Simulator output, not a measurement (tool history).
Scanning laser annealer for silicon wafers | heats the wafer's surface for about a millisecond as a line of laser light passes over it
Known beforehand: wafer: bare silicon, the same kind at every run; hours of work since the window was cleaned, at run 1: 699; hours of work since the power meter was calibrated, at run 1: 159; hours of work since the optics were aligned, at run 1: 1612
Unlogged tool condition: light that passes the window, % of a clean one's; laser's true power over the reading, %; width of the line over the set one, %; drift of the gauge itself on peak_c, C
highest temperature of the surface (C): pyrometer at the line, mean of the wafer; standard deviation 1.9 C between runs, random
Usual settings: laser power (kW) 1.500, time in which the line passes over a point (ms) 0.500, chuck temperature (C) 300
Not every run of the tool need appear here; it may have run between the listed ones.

run	hour	laser power (kW)	time in which the line passes over a point (ms)	chuck temperature (C)	hours of work since the window was cleaned	hours of work since the power meter was calibrated	hours of work since the optics were aligned	highest temperature of the surface (C)
1	0.0	1.500	0.500	300	699	159	1612	1043
2	4.6	1.500	0.500	300	702	161	1615	1043
3	10.0	1.500	0.500	300	705	164	1618	1043
4	14.8	1.500	0.500	300	707	167	1620	1042
5	20.0	1.500	0.500	300	710	170	1623	1043
6	28.3	1.500	0.500	300	715	174	1628	1041
7	37.0	1.500	0.500	300	719	179	1632	1039
8	41.2	1.500	0.500	300	722	181	1635	1045
9	46.0	1.322	0.500	300	724	184	1637	937
10	52.6	1.620	0.475	326	728	187	1641	1121
11	60.0	1.584	0.475	326	732	191	1645	1098
12	68.0	1.584	0.475	277	736	195	1649	1049
13	74.2	1.584	0.475	277	739	199	1652	1048
14	79.8	1.584	0.475	277	742	202	1655	1051

3 ways to go on from here, each from the tool as it stands after run 14. What would each give?
A	84.0	1.494	0.500	276	745	204	1658	?
B	84.0	1.629	0.407	279	745	204	1658	?
C	84.0	1.447	0.405	295	745	204	1658	?

run	highest temperature of the surface (C)
A	1012
B	1026
C	946
With the hidden condition removed and each run's random variation left untouched, the same runs would have given:
run	highest temperature of the surface (C)
A	1068
B	1082
C	995
